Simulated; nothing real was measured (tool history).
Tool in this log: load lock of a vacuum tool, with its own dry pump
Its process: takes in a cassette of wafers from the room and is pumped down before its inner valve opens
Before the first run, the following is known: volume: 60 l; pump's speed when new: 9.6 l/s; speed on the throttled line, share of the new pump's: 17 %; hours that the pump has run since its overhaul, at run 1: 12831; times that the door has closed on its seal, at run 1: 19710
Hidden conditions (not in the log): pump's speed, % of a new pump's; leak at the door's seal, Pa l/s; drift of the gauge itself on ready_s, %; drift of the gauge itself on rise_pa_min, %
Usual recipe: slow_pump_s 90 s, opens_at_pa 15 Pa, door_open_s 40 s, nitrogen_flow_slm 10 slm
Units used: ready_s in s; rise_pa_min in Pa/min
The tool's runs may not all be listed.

run,hour,slow_pump_s,opens_at_pa,door_open_s,nitrogen_flow_slm,hours that the pump has run since its overhaul,times that the door has closed on its seal,"incoming humidity of the room's air, %",ready_s,rise_pa_min
1,0.0,90,15,40,10,12831,19710,44.1,141.2,0.180
2,259.8,71,15,40,10,13091,20726,46.4,126.7,0.184
3,443.0,90,15,84,10,13274,21443,46.1,141.7,0.222
4,689.5,90,15,40,37,13521,22407,46.8,141.2,0.188
5,957.0,90,15,40,10,13788,23453,43.6,142.5,0.218
6,1328.5,90,15,40,10,14160,24907,46.9,142.7,0.238
7,1528.4,90,15,40,10,14360,25689,43.7,140.9,0.249
8,1875.4,90,15,40,12,14707,27046,45.9,143.6,0.258
9,2052.5,90,15,40,12,14884,27739,42.8,141.4,0.267
# hour 2181.2: door's seal changed, seat wiped
10,2221.6,90,15,40,12,15051,158,46.2,144.1,0.040
11,2504.8,90,15,40,32,15335,1265,47.0,143.0,0.034
12,2780.4,90,15,40,32,15610,2344,43.4,143.1,0.027
13,3062.8,90,15,40,32,15893,3448,45.6,145.4,0.033
14,3416.9,90,15,40,32,16247,4833,45.9,144.9,0.044
# hour 3778.0: dry pump taken out, an overhauled one fitted
15,3792.1,90,15,40,32,14,6278,44.9,130.2,0.048
16,3947.0,90,15,40,32,169,6884,44.5,129.5,0.058
17,4238.6,90,15,40,32,461,8025,44.4,129.3,0.065
18,4477.6,138,12,40,10,700,8959,43.9,172.8,0.078
19,4798.0,72,12,57,10,1020,10213,47.2,117.7,0.095
20,5149.7,72,12,57,10,1372,11588,45.1,117.7,0.103
21,5443.5,72,12,57,10,1666,12738,43.7,117.6,0.109
22,5613.8,90,15,140,10,1836,13404,41.8,130.3,0.147
23,5925.1,90,15,40,9,2147,14622,45.0,130.2,0.120
24,6279.5,90,15,77,6,2501,16008,46.8,131.5,0.161
25,6477.0,50,15,37,8,2699,16781,44.4,98.7,0.139
26,6842.7,50,15,37,8,3065,18212,47.0,98.3,0.149
27,7146.4,100,21,40,12,3368,19399,44.0,138.0,0.162
28,7509.0,90,12,40,10,3731,20818,47.2,133.8,0.183
29,7672.5,120,15,40,5,3894,21457,43.4,156.7,0.189
30,7913.5,120,15,40,5,4136,22400,43.3,156.0,0.202
31,8113.2,120,30,97,17,4335,23182,44.7,153.1,0.228
32,8342.2,45,11,97,26,4564,24077,46.3,98.4,0.235

4 options for the next run, each taken on its own from the tool as it stands now. Forecast them:
A,8612.8,90,27,40,17,4835,25136,45.5,?,?
B,8612.8,164,20,97,26,4835,25136,47.4,?,?
C,8612.8,123,28,112,26,4835,25136,44.9,?,?
D,8612.8,45,22,97,26,4835,25136,47.3,?,?

run,ready_s,rise_pa_min
A,129.1,0.234
B,193.2,0.245
C,156.2,0.255
D,94.9,0.255
Stripped of hidden state, with their random variation kept, the same runs would have yielded:
run,ready_s,rise_pa_min
A,126.3,0.032
B,191.1,0.046
C,153.9,0.054
D,91.3,0.054
